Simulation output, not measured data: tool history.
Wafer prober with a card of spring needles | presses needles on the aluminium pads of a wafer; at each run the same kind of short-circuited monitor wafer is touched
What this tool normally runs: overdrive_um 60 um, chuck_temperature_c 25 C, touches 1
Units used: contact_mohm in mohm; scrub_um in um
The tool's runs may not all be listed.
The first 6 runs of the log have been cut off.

run 7 hour=68.8 | overdrive_um=60 chuck_temperature_c=25 touches=1 | contact_mohm=342 scrub_um=15.43
run 8 hour=76.3 | overdrive_um=60 chuck_temperature_c=25 touches=1 | contact_mohm=363 scrub_um=15.49
-- hour=80.2 tips cleaned on abrasive film
run 9 hour=86.6 | overdrive_um=60 chuck_temperature_c=25 touches=1 | contact_mohm=290 scrub_um=15.38
run 10 hour=98.1 | overdrive_um=60 chuck_temperature_c=25 touches=1 | contact_mohm=351 scrub_um=15.44
-- hour=106.2 tips cleaned on abrasive film
run 11 hour=108.1 | overdrive_um=41 chuck_temperature_c=25 touches=1 | contact_mohm=295 scrub_um=10.39
run 12 hour=117.0 | overdrive_um=41 chuck_temperature_c=25 touches=1 | contact_mohm=457 scrub_um=10.42
run 13 hour=125.1 | overdrive_um=41 chuck_temperature_c=25 touches=1 | contact_mohm=528 scrub_um=10.55
-- hour=131.9 tips cleaned on abrasive film
run 14 hour=137.3 | overdrive_um=41 chuck_temperature_c=25 touches=1 | contact_mohm=378 scrub_um=10.43
run 15 hour=148.3 | overdrive_um=41 chuck_temperature_c=25 touches=1 | contact_mohm=516 scrub_um=10.43
run 16 hour=155.4 | overdrive_um=60 chuck_temperature_c=25 touches=1 | contact_mohm=367 scrub_um=15.21
-- hour=157.5 tips cleaned on abrasive film
run 17 hour=166.6 | overdrive_um=60 chuck_temperature_c=25 touches=1 | contact_mohm=317 scrub_um=15.36
run 18 hour=177.9 | overdrive_um=60 chuck_temperature_c=43 touches=2 | contact_mohm=292 scrub_um=15.31
-- hour=183.8 tips cleaned on abrasive film
run 19 hour=191.6 | overdrive_um=61 chuck_temperature_c=43 touches=2 | contact_mohm=255 scrub_um=15.66
run 20 hour=203.6 | overdrive_um=50 chuck_temperature_c=121 touches=1 | contact_mohm=423 scrub_um=12.66
-- hour=210.0 tips cleaned on abrasive film
run 21 hour=210.8 | overdrive_um=47 chuck_temperature_c=25 touches=1 | contact_mohm=243 scrub_um=11.87
run 22 hour=218.6 | overdrive_um=47 chuck_temperature_c=25 touches=1 | contact_mohm=386 scrub_um=11.95
run 23 hour=232.8 | overdrive_um=55 chuck_temperature_c=81 touches=3 | contact_mohm=274 scrub_um=14.15
-- hour=235.9 tips cleaned on abrasive film
run 24 hour=241.6 | overdrive_um=47 chuck_temperature_c=25 touches=2 | contact_mohm=287 scrub_um=11.85

Forecast run 25:
run 25 hour=255.0 | overdrive_um=47 chuck_temperature_c=59 touches=1 | contact_mohm=? scrub_um=?

contact_mohm: 451 mohm
scrub_um: 11.91 um
Minus the tool's unlogged condition, the same run would have read contact_mohm 204 mohm, scrub_um 12.15 um.

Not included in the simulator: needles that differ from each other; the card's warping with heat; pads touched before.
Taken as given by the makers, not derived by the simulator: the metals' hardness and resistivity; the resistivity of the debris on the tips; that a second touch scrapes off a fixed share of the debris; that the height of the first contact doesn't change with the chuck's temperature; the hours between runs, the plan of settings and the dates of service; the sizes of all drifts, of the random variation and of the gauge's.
